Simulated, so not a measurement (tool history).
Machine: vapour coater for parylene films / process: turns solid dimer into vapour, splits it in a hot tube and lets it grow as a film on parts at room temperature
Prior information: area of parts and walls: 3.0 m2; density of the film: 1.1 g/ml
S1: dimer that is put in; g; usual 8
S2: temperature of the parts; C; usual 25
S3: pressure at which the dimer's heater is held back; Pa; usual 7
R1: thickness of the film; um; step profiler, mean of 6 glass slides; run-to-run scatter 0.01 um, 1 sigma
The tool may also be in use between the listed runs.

run	hour	S1	S2	S3	R1
1	0	8	25	7	1.24
2	12.4	8	25	7	1.21
3	28	8	25	7	1.21
4	38.3	6	25	7	0.93
5	53.2	6	25	7	0.89
6	62.7	8	25	10.29	1.09
7	69.6	8	25	10.29	1.07
8	80.8	8	25	10.29	1.07
9	95.4	5	26	3.36	0.85
10	105.2	5	26	3.36	0.84
11	115.2	7	21	7	1.19
12	131.1	11	24	7	1.67

Below are 5 alternative next runs, each starting from the tool's condition after run 12. Predict each:
A	144.1	13	26	7	?
B	144.1	5	23	3.23	?
C	144.1	5	21	7	?
D	144.1	6	27	7	?
E	144.1	11	23	7	?

run	R1
A	1.8
B	0.95
C	0.84
D	0.83
E	1.73
Without the tool's unlogged condition, the same runs would have read:
run	R1
A	1.9
B	1.01
C	0.89
D	0.88
E	1.83

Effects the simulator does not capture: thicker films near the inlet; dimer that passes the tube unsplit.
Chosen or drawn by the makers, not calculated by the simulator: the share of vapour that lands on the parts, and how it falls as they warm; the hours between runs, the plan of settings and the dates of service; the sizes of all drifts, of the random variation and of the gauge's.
